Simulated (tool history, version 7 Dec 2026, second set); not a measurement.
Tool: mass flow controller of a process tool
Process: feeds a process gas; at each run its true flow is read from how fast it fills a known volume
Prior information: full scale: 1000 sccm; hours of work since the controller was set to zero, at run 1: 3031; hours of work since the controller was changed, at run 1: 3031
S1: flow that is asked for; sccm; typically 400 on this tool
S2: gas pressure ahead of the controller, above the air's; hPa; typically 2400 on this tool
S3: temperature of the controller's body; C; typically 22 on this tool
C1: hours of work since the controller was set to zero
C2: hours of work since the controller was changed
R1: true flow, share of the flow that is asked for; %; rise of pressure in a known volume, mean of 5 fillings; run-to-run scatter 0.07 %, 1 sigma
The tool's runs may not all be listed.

| run | hour | S1 | S2 | S3 | C1 | C2 | R1 |
|---|---|---|---|---|---|---|---|
| 1 | 0.0 | 400 | 2400 | 22 | 3031 | 3031 | 99.48 |
| 2 | 69.7 | 400 | 2400 | 37 | 3079 | 3079 | 100.61 |
| 3 | 170.1 | 400 | 2400 | 37 | 3149 | 3149 | 100.36 |
| 4 | 274.8 | 400 | 2400 | 37 | 3223 | 3223 | 100.30 |
| 5 | 361.9 | 400 | 1470 | 22 | 3283 | 3283 | 98.78 |
| 6 | 436.0 | 400 | 1470 | 22 | 3335 | 3335 | 98.80 |
| 7 | 488.1 | 400 | 2410 | 22 | 3372 | 3372 | 98.97 |
| 8 | 571.9 | 400 | 2410 | 22 | 3430 | 3430 | 99.00 |
| 9 | 666.6 | 168 | 2410 | 22 | 3496 | 3496 | 98.80 |
| 10 | 730.2 | 168 | 2410 | 22 | 3541 | 3541 | 98.78 |
| 11 | 788.6 | 168 | 2410 | 22 | 3582 | 3582 | 98.65 |
| 12 | 833.2 | 967 | 2410 | 22 | 3613 | 3613 | 99.50 |
| 13 | 935.6 | 967 | 1690 | 22 | 3684 | 3684 | 98.96 |
| 14 | 982.1 | 967 | 1690 | 22 | 3717 | 3717 | 99.11 |
| 15 | 1061.4 | 967 | 1690 | 22 | 3772 | 3772 | 98.99 |
| 16 | 1132.9 | 400 | 2400 | 22 | 3822 | 3822 | 98.66 |
| 17 | 1215.2 | 400 | 2760 | 30 | 3880 | 3880 | 99.35 |
| 18 | 1306.5 | 789 | 1730 | 39 | 3943 | 3943 | 99.96 |
| 19 | 1368.1 | 615 | 1680 | 35 | 3986 | 3986 | 99.53 |
| 20 | 1432.7 | 615 | 1680 | 35 | 4032 | 4032 | 99.49 |
| 21 | 1480.7 | 512 | 1680 | 35 | 4065 | 4065 | 99.29 |
| 22 | 1558.9 | 749 | 2490 | 35 | 4120 | 4120 | 99.70 |
| 23 | 1630.1 | 400 | 2560 | 21 | 4169 | 4169 | 98.35 |
| 24 | 1697.5 | 400 | 2560 | 21 | 4217 | 4217 | 98.29 |
| 25 | 1746.5 | 152 | 1920 | 31 | 4251 | 4251 | 98.52 |
| 26 | 1821.2 | 152 | 1920 | 31 | 4303 | 4303 | 98.68 |
| 27 | 1877.0 | 401 | 2420 | 24 | 4342 | 4342 | 98.28 |
| 28 | 1962.8 | 401 | 2420 | 24 | 4402 | 4402 | 98.39 |
| 29 | 2011.2 | 401 | 2420 | 24 | 4436 | 4436 | 98.18 |
| 30 | 2119.1 | 212 | 2400 | 21 | 4511 | 4511 | 97.92 |
| 31 | 2217.0 | 212 | 2400 | 21 | 4580 | 4580 | 97.83 |
| 32 | 2286.9 | 212 | 2400 | 21 | 4628 | 4628 | 97.75 |

Consider 3 possible next runs. They are alternatives, not a sequence: every one starts from the tool as it was left by run 32. What does each give?
| A | 2391.7 | 400 | 2400 | 38 | 4702 | 4702 | ? |
| B | 2391.7 | 235 | 1810 | 31 | 4702 | 4702 | ? |
| C | 2391.7 | 212 | 1500 | 21 | 4702 | 4702 | ? |

| run | R1 |
|---|---|
| A | 99.10 |
| B | 98.31 |
| C | 97.26 |
Without the tool's hidden state the same runs would have given:
| run | R1 |
|---|---|
| A | 100.55 |
| B | 99.74 |
| C | 98.67 |
